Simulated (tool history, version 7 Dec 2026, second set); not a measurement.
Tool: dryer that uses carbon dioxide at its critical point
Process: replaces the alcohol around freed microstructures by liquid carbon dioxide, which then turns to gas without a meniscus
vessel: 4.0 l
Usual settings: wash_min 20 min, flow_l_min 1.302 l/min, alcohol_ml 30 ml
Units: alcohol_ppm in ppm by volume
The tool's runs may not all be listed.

run 1 hour=0 | wash_min=20 flow_l_min=1.302 alcohol_ml=30 | alcohol_ppm=123
run 2 hour=58.2 | wash_min=23 flow_l_min=1.302 alcohol_ml=30 | alcohol_ppm=98
run 3 hour=122.8 | wash_min=23 flow_l_min=1.302 alcohol_ml=30 | alcohol_ppm=94
run 4 hour=172.4 | wash_min=23 flow_l_min=1.302 alcohol_ml=30 | alcohol_ppm=98
run 5 hour=221.9 | wash_min=20 flow_l_min=1.302 alcohol_ml=30 | alcohol_ppm=118
run 6 hour=271.7 | wash_min=20 flow_l_min=1.302 alcohol_ml=30 | alcohol_ppm=127
run 7 hour=337.6 | wash_min=20 flow_l_min=1.302 alcohol_ml=30 | alcohol_ppm=128
run 8 hour=379.4 | wash_min=20 flow_l_min=1.302 alcohol_ml=30 | alcohol_ppm=140
run 9 hour=424.3 | wash_min=29 flow_l_min=1.302 alcohol_ml=30 | alcohol_ppm=78
run 10 hour=477.1 | wash_min=29 flow_l_min=1.302 alcohol_ml=30 | alcohol_ppm=1
run 11 hour=525.6 | wash_min=20 flow_l_min=1.302 alcohol_ml=30 | alcohol_ppm=54
run 12 hour=570.3 | wash_min=20 flow_l_min=2 alcohol_ml=30 | alcohol_ppm=9
run 13 hour=620.8 | wash_min=20 flow_l_min=2 alcohol_ml=30 | alcohol_ppm=17
run 14 hour=683.3 | wash_min=20 flow_l_min=2 alcohol_ml=30 | alcohol_ppm=23
run 15 hour=751.5 | wash_min=30 flow_l_min=2 alcohol_ml=30 | alcohol_ppm=8
run 16 hour=793.2 | wash_min=30 flow_l_min=2 alcohol_ml=30 | alcohol_ppm=10
run 17 hour=857 | wash_min=15 flow_l_min=1.302 alcohol_ml=30 | alcohol_ppm=206
run 18 hour=904.8 | wash_min=20 flow_l_min=1.61 alcohol_ml=30 | alcohol_ppm=35
run 19 hour=941.5 | wash_min=20 flow_l_min=1.302 alcohol_ml=30 | alcohol_ppm=87
run 20 hour=974.8 | wash_min=20 flow_l_min=1.302 alcohol_ml=33 | alcohol_ppm=95
run 21 hour=1014.2 | wash_min=16 flow_l_min=1.302 alcohol_ml=33 | alcohol_ppm=211
run 22 hour=1068.3 | wash_min=16 flow_l_min=1.302 alcohol_ml=33 | alcohol_ppm=173
run 23 hour=1106.5 | wash_min=28 flow_l_min=1.302 alcohol_ml=30 | alcohol_ppm=32
run 24 hour=1142.9 | wash_min=21 flow_l_min=0.91 alcohol_ml=47 | alcohol_ppm=346
run 25 hour=1203.3 | wash_min=20 flow_l_min=1.63 alcohol_ml=31 | alcohol_ppm=56
run 26 hour=1264.3 | wash_min=20 flow_l_min=1.17 alcohol_ml=55 | alcohol_ppm=231
run 27 hour=1296.8 | wash_min=20 flow_l_min=1.17 alcohol_ml=55 | alcohol_ppm=223
run 28 hour=1342.5 | wash_min=31 flow_l_min=1.17 alcohol_ml=46 | alcohol_ppm=45
run 29 hour=1402.9 | wash_min=14 flow_l_min=1.39 alcohol_ml=84 | alcohol_ppm=538
run 30 hour=1460.3 | wash_min=18 flow_l_min=1.15 alcohol_ml=20 | alcohol_ppm=134
run 31 hour=1504.6 | wash_min=22 flow_l_min=0.82 alcohol_ml=20 | alcohol_ppm=217
run 32 hour=1558.5 | wash_min=20 flow_l_min=1.58 alcohol_ml=30 | alcohol_ppm=67
run 33 hour=1623.2 | wash_min=13 flow_l_min=1.88 alcohol_ml=49 | alcohol_ppm=194
run 34 hour=1680.4 | wash_min=26 flow_l_min=1.06 alcohol_ml=80 | alcohol_ppm=144
run 35 hour=1710.8 | wash_min=20 flow_l_min=1.302 alcohol_ml=86 | alcohol_ppm=191
run 36 hour=1747.9 | wash_min=12 flow_l_min=2 alcohol_ml=43 | alcohol_ppm=170
run 37 hour=1802.6 | wash_min=18 flow_l_min=0.94 alcohol_ml=28 | alcohol_ppm=333
run 38 hour=1866.4 | wash_min=28 flow_l_min=1.302 alcohol_ml=30 | alcohol_ppm=57
run 39 hour=1934.5 | wash_min=20 flow_l_min=1.302 alcohol_ml=35 | alcohol_ppm=116
run 40 hour=1984.3 | wash_min=24 flow_l_min=1.78 alcohol_ml=85 | alcohol_ppm=55
run 41 hour=2031.8 | wash_min=28 flow_l_min=0.95 alcohol_ml=21 | alcohol_ppm=83
run 42 hour=2072.3 | wash_min=28 flow_l_min=0.95 alcohol_ml=21 | alcohol_ppm=77
run 43 hour=2130.4 | wash_min=28 flow_l_min=0.95 alcohol_ml=21 | alcohol_ppm=87
run 44 hour=2165.8 | wash_min=13 flow_l_min=0.95 alcohol_ml=30 | alcohol_ppm=863
run 45 hour=2226.4 | wash_min=13 flow_l_min=0.95 alcohol_ml=30 | alcohol_ppm=856
run 46 hour=2290.9 | wash_min=26 flow_l_min=1.302 alcohol_ml=24 | alcohol_ppm=67

Not shown: 9 entries that the log had between the listed runs. Between which runs, and how does the tool's hidden state differ before and after?
Between runs 4 and 5: inlet filter changed (hour 181.9)
  flow that reaches the vessel past the clogged filter, %: 91.8 -> 98.3; alcohol in the recycled carbon dioxide, ppm: 65.2 -> 66.5
  measured less the result without the state, alcohol_ppm: +72 -> +66 ppm by volume
Between runs 9 and 10: purifier's bed changed (hour 469); inlet filter changed (hour 477.1)
  flow that reaches the vessel past the clogged filter, %: 92.9 -> 99.6; alcohol in the recycled carbon dioxide, ppm: 71.6 -> 5.2
  measured less the result without the state, alcohol_ppm: +69 -> +1 ppm by volume
Between runs 15 and 16: inlet filter changed (hour 770.6)
  flow that reaches the vessel past the clogged filter, %: 92.1 -> 99.1; alcohol in the recycled carbon dioxide, ppm: 12.2 -> 13.2
  measured less the result without the state, alcohol_ppm: +7 -> +8 ppm by volume
Between runs 21 and 22: inlet filter changed (hour 1065.6)
  flow that reaches the vessel past the clogged filter, %: 93.5 -> 99.7; alcohol in the recycled carbon dioxide, ppm: 19.1 -> 20.5
  measured less the result without the state, alcohol_ppm: +59 -> +18 ppm by volume
Between runs 28 and 29: inlet filter changed (hour 1359.1)
  flow that reaches the vessel past the clogged filter, %: 92.3 -> 98.4; alcohol in the recycled carbon dioxide, ppm: 27.2 -> 28.8
  measured less the result without the state, alcohol_ppm: +29 -> +53 ppm by volume
Between runs 33 and 34: inlet filter changed (hour 1652.2)
  flow that reaches the vessel past the clogged filter, %: 92.3 -> 99.1; alcohol in the recycled carbon dioxide, ppm: 34.4 -> 36
  measured less the result without the state, alcohol_ppm: +79 -> +37 ppm by volume
Between runs 39 and 40: inlet filter changed (hour 1948.7)
  flow that reaches the vessel past the clogged filter, %: 92.1 -> 98.8; alcohol in the recycled carbon dioxide, ppm: 42.5 -> 43.6
  measured less the result without the state, alcohol_ppm: +64 -> +39 ppm by volume
Between runs 45 and 46: inlet filter changed (hour 2245.1)
  flow that reaches the vessel past the clogged filter, %: 92.6 -> 98.3; alcohol in the recycled carbon dioxide, ppm: 49.7 -> 51.3
  measured less the result without the state, alcohol_ppm: +176 -> +49 ppm by volume

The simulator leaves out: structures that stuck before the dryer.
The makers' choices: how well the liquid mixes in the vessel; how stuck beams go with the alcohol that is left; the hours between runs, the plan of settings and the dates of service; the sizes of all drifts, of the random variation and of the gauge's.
